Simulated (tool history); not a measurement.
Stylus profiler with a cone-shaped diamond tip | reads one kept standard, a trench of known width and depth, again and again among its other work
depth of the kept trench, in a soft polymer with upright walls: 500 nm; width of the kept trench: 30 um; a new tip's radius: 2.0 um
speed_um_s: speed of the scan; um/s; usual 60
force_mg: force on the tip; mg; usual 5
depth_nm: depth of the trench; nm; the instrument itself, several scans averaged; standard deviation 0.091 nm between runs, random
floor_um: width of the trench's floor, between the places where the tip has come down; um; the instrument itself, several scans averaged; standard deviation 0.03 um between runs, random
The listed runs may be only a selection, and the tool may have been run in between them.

run	hour	speed_um_s	force_mg	depth_nm	floor_um
1	0	60	5	510.97	27.07
2	22.3	60	5	511.27	27.01
3	43.3	60	5	511.04	27.04
4	55.3	60	5	511.08	27.06
5	80.8	60	5	510.92	27.07
6	104.3	60	5	511.02	27.06
7	124.1	60	5	511.08	27.02
8	149.8	60	5	511.11	27.07
9	163.3	190	10.61	518.15	26.9
10	187.5	190	10.61	518.11	26.84
11	212.1	20	3.97	509.65	27.12

Predict the results of run 12:
12	228.8	137	3.26	?	?

Logged for run 12: depth_nm 508.34 nm, floor_um 26.85 um.
If the tool had no hidden condition, the same run with the same run-to-run variation would have returned depth_nm 508.02 nm, floor_um 27.05 um.
